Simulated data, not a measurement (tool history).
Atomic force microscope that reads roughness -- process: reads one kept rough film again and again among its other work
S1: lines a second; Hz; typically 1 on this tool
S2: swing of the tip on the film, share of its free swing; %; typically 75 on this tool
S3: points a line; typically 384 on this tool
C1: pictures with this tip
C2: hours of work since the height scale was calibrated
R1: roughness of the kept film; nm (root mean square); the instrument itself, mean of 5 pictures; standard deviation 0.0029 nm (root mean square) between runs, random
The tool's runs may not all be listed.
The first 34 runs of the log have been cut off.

run 35 hour=523.9 | S1=1.08 S2=85 S3=316 | C1=25 C2=292 | R1=1.452
run 36 hour=542.3 | S1=0.72 S2=77 S3=512 | C1=46 C2=300 | R1=1.566
run 37 hour=554.4 | S1=1 S2=79 S3=614 | C1=60 C2=306 | R1=1.518
run 38 hour=569.6 | S1=1 S2=75 S3=521 | C1=78 C2=313 | R1=1.546
-- hour=578.4 new tip fitted
run 39 hour=591.1 | S1=1.9 S2=76 S3=277 | C1=14 C2=323 | R1=1.422
run 40 hour=603.6 | S1=1.9 S2=76 S3=277 | C1=29 C2=328 | R1=1.425
run 41 hour=614 | S1=1.9 S2=76 S3=277 | C1=41 C2=333 | R1=1.425
run 42 hour=633.1 | S1=1.9 S2=76 S3=277 | C1=63 C2=342 | R1=1.425
run 43 hour=647.7 | S1=1 S2=76 S3=384 | C1=80 C2=349 | R1=1.539
-- hour=654.4 new tip fitted
run 44 hour=657.7 | S1=2.81 S2=66 S3=361 | C1=4 C2=353 | R1=1.463
run 45 hour=676 | S1=1.53 S2=66 S3=471 | C1=26 C2=361 | R1=1.551
run 46 hour=696.1 | S1=3.95 S2=75 S3=384 | C1=49 C2=371 | R1=1.252
run 47 hour=715.9 | S1=0.58 S2=75 S3=506 | C1=72 C2=380 | R1=1.599
-- hour=729.4 new tip fitted
run 48 hour=731.5 | S1=0.58 S2=75 S3=506 | C1=3 C2=387 | R1=1.596
run 49 hour=744.7 | S1=2.24 S2=79 S3=377 | C1=18 C2=393 | R1=1.358

Run 50 has not been measured yet. What should we expect?
run 50 hour=764.5 | S1=1 S2=56 S3=553 | C1=41 C2=402 | R1=?

Logged for run 50: R1 1.635 nm (root mean square).
Take away the tool's hidden state, keep the run-to-run variation as it was, and the same run would have given R1 1.636 nm (root mean square).

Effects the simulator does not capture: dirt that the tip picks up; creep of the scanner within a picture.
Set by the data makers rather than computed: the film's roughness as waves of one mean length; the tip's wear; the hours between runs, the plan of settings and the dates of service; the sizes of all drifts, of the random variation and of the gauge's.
